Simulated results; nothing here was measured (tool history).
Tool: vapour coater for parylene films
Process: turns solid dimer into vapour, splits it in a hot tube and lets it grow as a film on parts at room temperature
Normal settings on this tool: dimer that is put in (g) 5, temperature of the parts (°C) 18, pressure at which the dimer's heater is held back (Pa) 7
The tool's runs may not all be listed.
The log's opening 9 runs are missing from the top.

| run | hour | dimer that is put in (g) | temperature of the parts (°C) | pressure at which the dimer's heater is held back (Pa) | hours of work since the trap's valve was overhauled | hours of work since the table's thermometer was calibrated | thickness of the film (µm) |
|---|---|---|---|---|---|---|---|
| 10 | 233.8 | 5 | 18 | 7 | 187 | 338 | 0.732 |
| 11 | 264.7 | 5 | 18 | 7 | 212 | 362 | 0.722 |
| 12 | 290.6 | 5 | 18 | 4.93 | 233 | 383 | 0.752 |
| 13 | 320.2 | 5 | 18 | 4.93 | 256 | 407 | 0.737 |
| 14 | 350 | 5 | 18 | 4.93 | 280 | 431 | 0.731 |
| 15 | 375.4 | 5 | 18 | 4.93 | 301 | 451 | 0.739 |
| 16 | 401.4 | 5 | 18 | 2.29 | 321 | 472 | 0.805 |
| 17 | 428.4 | 6 | 10 | 5.26 | 343 | 493 | 1.045 |
| 18 | 455.5 | 5 | 13 | 7 | 365 | 515 | 0.784 |
| 19 | 479.5 | 5 | 28 | 7 | 384 | 534 | 0.546 |
| 20 | 506.3 | 2 | 12 | 5.22 | 406 | 556 | 0.34 |
| 21 | 523.2 | 5 | 20 | 7 | 419 | 569 | 0.662 |
| 22 | 551.1 | 5 | 20 | 7 | 441 | 592 | 0.651 |
| 23 | 579 | 5 | 20 | 7 | 464 | 614 | 0.649 |
| 24 | 607.2 | 5 | 20 | 7 | 486 | 637 | 0.653 |
| 25 | 633.2 | 5 | 20 | 5.04 | 507 | 657 | 0.677 |
|  | 644.2 | trap's valve overhauled |
| 26 | 669.6 | 4 | 26 | 2.48 | 20 | 683 | 0.577 |
| 27 | 701.2 | 3 | 21 | 2.86 | 46 | 709 | 0.469 |
| 28 | 720.7 | 3 | 21 | 2.86 | 61 | 724 | 0.476 |
| 29 | 738 | 2 | 19 | 7 | 75 | 738 | 0.285 |
| 30 | 771.5 | 2 | 19 | 7 | 102 | 765 | 0.291 |
| 31 | 803.7 | 4 | 18 | 7.76 | 128 | 791 | 0.583 |

5 options for the next run, each taken on its own from the tool as it stands now. Forecast them:
| A | 820.9 | 3 | 26 | 3.98 | 142 | 805 | ? |
| B | 820.9 | 6 | 18 | 7 | 142 | 805 | ? |
| C | 820.9 | 7 | 18 | 4.8 | 142 | 805 | ? |
| D | 820.9 | 5 | 23 | 7 | 142 | 805 | ? |
| E | 820.9 | 5 | 14 | 8.34 | 142 | 805 | ? |

| run | thickness of the film (µm) |
|---|---|
| A | 0.393 |
| B | 0.871 |
| C | 1.091 |
| D | 0.657 |
| E | 0.781 |
Had the tool no hidden state, the same runs would have come out as:
| run | thickness of the film (µm) |
|---|---|
| A | 0.389 |
| B | 0.862 |
| C | 1.08 |
| D | 0.651 |
| E | 0.773 |
